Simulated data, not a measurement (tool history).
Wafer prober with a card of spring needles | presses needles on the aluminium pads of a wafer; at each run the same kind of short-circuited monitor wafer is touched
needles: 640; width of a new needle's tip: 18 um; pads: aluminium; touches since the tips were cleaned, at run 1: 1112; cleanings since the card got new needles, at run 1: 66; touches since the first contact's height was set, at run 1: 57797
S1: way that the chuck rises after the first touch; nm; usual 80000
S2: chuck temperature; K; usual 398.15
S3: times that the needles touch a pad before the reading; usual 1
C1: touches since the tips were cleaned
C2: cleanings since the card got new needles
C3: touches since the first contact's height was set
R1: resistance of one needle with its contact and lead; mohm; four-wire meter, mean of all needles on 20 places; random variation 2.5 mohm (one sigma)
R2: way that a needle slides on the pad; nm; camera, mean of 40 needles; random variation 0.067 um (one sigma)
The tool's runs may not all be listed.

run	hour	S1	S2	S3	C1	C2	C3	R1	R2
1	0.0	80000	398.15	1	1112	66	57797	309	15050
# hour 3.1: tips cleaned on abrasive film
# hour 7.3: tips cleaned on abrasive film
2	10.6	80000	346.15	1	1867	68	63692	303	15120
# hour 11.6: tips cleaned on abrasive film
# hour 16.3: tips cleaned on abrasive film
3	17.6	80000	346.15	1	775	70	67569	289	15050
# hour 20.7: tips cleaned on abrasive film
# hour 25.3: tips cleaned on abrasive film
# hour 30.2: tips cleaned on abrasive film
4	32.7	80000	330.15	1	1400	73	75948	302	14860
# hour 34.8: tips cleaned on abrasive film
# hour 39.7: tips cleaned on abrasive film
# hour 44.5: tips cleaned on abrasive film
5	46.1	80000	330.15	1	880	76	83366	294	14900
# hour 49.3: tips cleaned on abrasive film
# hour 53.9: tips cleaned on abrasive film
6	56.9	80000	330.15	1	1731	78	89399	310	14790
# hour 58.0: tips cleaned on abrasive film
# hour 58.3: height of the first contact set anew
# hour 62.7: tips cleaned on abrasive film
# hour 67.1: tips cleaned on abrasive film
# hour 71.6: tips cleaned on abrasive film
7	71.6	79000	398.15	1	34	82	7389	294	14240
# hour 76.2: tips cleaned on abrasive film
# hour 80.8: tips cleaned on abrasive film
8	80.8	80000	350.15	1	0	84	12476	283	14420
# hour 85.4: tips cleaned on abrasive film
# hour 90.0: tips cleaned on abrasive film
# hour 94.2: tips cleaned on abrasive film
9	95.8	80000	350.15	1	933	87	20845	299	14420
# hour 98.9: tips cleaned on abrasive film
10	102.8	84000	338.15	3	2217	88	24722	288	15080
# hour 103.8: tips cleaned on abrasive film
# hour 108.3: tips cleaned on abrasive film
11	112.3	64000	319.15	1	2255	90	30003	333	11240
# hour 113.2: tips cleaned on abrasive film
# hour 117.8: tips cleaned on abrasive film
# hour 122.4: tips cleaned on abrasive film
12	125.1	64000	319.15	1	1500	93	37083	319	11220

Measured less the same run without the tool's hidden state. The same run-to-run variation is in both; the gauge's scatter may not be:
The hidden state here: debris on the tips, nm; way that the needles fall short of the set height, um; tips' diameter, um; drift of the gauge itself on contact_mohm, %; drift of the gauge itself on scrub_um, %.
run	R1	R2
1	+24	-400
2	+33	-440
3	+19	-470
4	+32	-520
5	+24	-570
6	+38	-610
7	+6	-960
8	+5	-1000
9	+24	-1060
10	+16	-1070
11	+69	-1110
12	+53	-1170
